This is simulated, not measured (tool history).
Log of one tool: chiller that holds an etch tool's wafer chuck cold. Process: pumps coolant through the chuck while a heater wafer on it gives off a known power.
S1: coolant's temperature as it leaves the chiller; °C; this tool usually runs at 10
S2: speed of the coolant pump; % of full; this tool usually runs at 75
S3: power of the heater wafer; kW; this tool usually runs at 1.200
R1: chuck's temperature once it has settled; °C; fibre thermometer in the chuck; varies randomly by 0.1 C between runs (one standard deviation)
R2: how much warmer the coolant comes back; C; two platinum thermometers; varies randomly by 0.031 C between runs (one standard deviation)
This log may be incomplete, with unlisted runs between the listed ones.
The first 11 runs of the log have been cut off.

run 12 hour=1545.6 | S1=10 S2=72 S3=1.182 | R1=23.5 R2=3.52
run 13 hour=1674.4 | S1=10 S2=75 S3=1.191 | R1=23.3 R2=3.33
-- hour=1711.9 chiller's thermometer calibrated, once more
run 14 hour=1801.7 | S1=10 S2=75 S3=1.191 | R1=22.9 R2=3.39
run 15 hour=1974.2 | S1=10 S2=75 S3=1.191 | R1=23.0 R2=3.42
run 16 hour=2057.4 | S1=10 S2=75 S3=1.200 | R1=23.4 R2=3.36
run 17 hour=2204.6 | S1=10 S2=75 S3=1.200 | R1=23.3 R2=3.40
-- hour=2261.5 coolant changed, channels flushed
run 18 hour=2334.7 | S1=10 S2=75 S3=1.200 | R1=21.3 R2=3.48
run 19 hour=2460.4 | S1=9 S2=78 S3=0.850 | R1=16.8 R2=2.36
run 20 hour=2557.2 | S1=9 S2=78 S3=0.850 | R1=16.8 R2=2.32
run 21 hour=2630.8 | S1=10 S2=75 S3=1.486 | R1=24.0 R2=4.25
run 22 hour=2776.4 | S1=10 S2=75 S3=1.486 | R1=24.3 R2=4.29
run 23 hour=2883.3 | S1=7 S2=75 S3=0.609 | R1=12.9 R2=1.76
run 24 hour=3001.4 | S1=6 S2=75 S3=1.200 | R1=17.7 R2=3.48
run 25 hour=3128.2 | S1=6 S2=75 S3=1.200 | R1=17.5 R2=3.47
run 26 hour=3309.6 | S1=14 S2=99 S3=1.200 | R1=23.0 R2=2.64
run 27 hour=3486.2 | S1=1 S2=69 S3=1.067 | R1=12.3 R2=3.36
run 28 hour=3615.9 | S1=13 S2=69 S3=0.984 | R1=23.6 R2=3.13
run 29 hour=3696.8 | S1=16 S2=85 S3=0.809 | R1=23.2 R2=2.02
run 30 hour=3823.2 | S1=9 S2=66 S3=0.629 | R1=16.2 R2=2.06
run 31 hour=3956.5 | S1=12 S2=98 S3=1.533 | R1=24.1 R2=3.42
run 32 hour=4099.5 | S1=10 S2=76 S3=1.793 | R1=27.8 R2=5.27

Consider 3 possible next runs. They are alternatives, not a sequence: every one starts from the tool as it was left by run 32. What does each give?
run A hour=4208.3 | S1=5 S2=60 S3=1.200 | R1=? R2=?
run B hour=4208.3 | S1=10 S2=76 S3=0.898 | R1=? R2=?
run C hour=4208.3 | S1=10 S2=78 S3=1.200 | R1=? R2=?

run=A R1=20.0 R2=4.49
run=B R1=19.1 R2=2.56
run=C R1=21.8 R2=3.38
Take away the tool's hidden state, keep each run's random variation, and the runs would have read:
run=A R1=17.4 R2=3.89
run=B R1=17.5 R2=2.21
run=C R1=19.8 R2=2.93
